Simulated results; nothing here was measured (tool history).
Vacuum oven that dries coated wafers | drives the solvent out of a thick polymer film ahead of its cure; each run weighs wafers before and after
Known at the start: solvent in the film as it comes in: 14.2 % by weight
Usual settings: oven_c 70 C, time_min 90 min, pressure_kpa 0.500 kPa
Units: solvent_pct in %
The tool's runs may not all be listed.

run,hour,oven_c,time_min,pressure_kpa,solvent_pct
1,0.0,70,90,0.500,1.42
2,74.9,70,90,0.500,1.53
3,166.0,70,90,0.500,1.50
4,236.4,70,90,0.500,1.56
5,341.2,70,90,0.500,1.65
# hour 378.7: oven's thermocouples calibrated
6,468.4,70,90,0.465,1.42
7,579.0,70,90,0.465,1.33
8,658.6,70,90,1.025,1.69
9,736.0,70,99,0.500,1.31
10,802.6,70,90,0.500,1.36
11,867.1,70,90,0.500,1.47
12,931.1,70,90,0.500,1.45
# hour 940.2: vacuum gauge cleaned of residue and calibrated
13,1034.9,70,115,0.500,1.10
14,1150.2,70,48,0.500,3.59
15,1269.1,70,48,0.500,3.68
# hour 1352.2: vacuum gauge cleaned of residue and calibrated, once more
16,1366.0,70,48,0.500,3.38
17,1476.9,70,48,0.500,3.43
18,1603.7,70,48,0.500,3.54
# hour 1650.4: oven's thermocouples calibrated
19,1671.7,70,48,0.500,3.15
20,1727.5,70,90,0.500,1.15
21,1821.8,70,90,0.500,1.16
22,1950.2,70,90,0.453,1.31
23,2061.0,81,85,0.315,0.29
24,2155.4,74,85,0.315,0.71
25,2270.2,74,85,0.315,0.64
26,2395.0,64,85,0.433,2.77
27,2521.2,74,85,0.617,0.90
28,2607.4,82,90,0.414,0.26
29,2708.5,82,90,0.414,0.31
30,2785.1,71,79,0.421,1.55
31,2885.3,71,79,0.421,1.65
# hour 2919.9: oven's thermocouples calibrated
32,2941.5,81,50,1.719,1.47
33,3037.3,81,50,1.719,1.42
34,3140.3,63,57,0.257,4.61
35,3211.6,57,57,0.507,6.47
36,3336.0,59,49,0.500,6.65
37,3405.1,62,49,0.338,5.78
38,3531.3,85,64,0.462,0.57
39,3597.5,70,55,0.557,3.23
40,3667.0,63,55,0.425,5.23
41,3750.0,69,53,0.500,3.68
# hour 3788.1: vacuum gauge cleaned of residue and calibrated
42,3870.3,69,92,0.500,1.40
43,3933.7,69,92,0.500,1.50

Hidden state or all else? Some run-to-run changes of solvent_pct, split into what the settings, what came in and random variation would give without the hidden state, and what is left for the hidden state (with any gauge scatter that isn't in both results):
The hidden state here: true wafer temperature over the reading, C; true pressure over the reading, kPa; drift of the gauge itself on solvent_pct, %.
Run 33 -> 34: oven_c 81 -> 63, time_min 50 -> 57, pressure_kpa 1.719 -> 0.257. solvent_pct +3.19 %: hidden state +0.21, all else +2.98.
Run 37 -> 38: oven_c 62 -> 85, time_min 49 -> 64, pressure_kpa 0.338 -> 0.462. solvent_pct -5.21 %: hidden state -0.32, all else -4.89.
Run 38 -> 39: oven_c 85 -> 70, time_min 64 -> 55, pressure_kpa 0.462 -> 0.557. solvent_pct +2.66 %: hidden state +0.33, all else +2.33.
Run 41 -> 42: time_min 53 -> 92, vacuum gauge cleaned of residue and calibrated. solvent_pct -2.28 %: hidden state -0.35, all else -1.93.
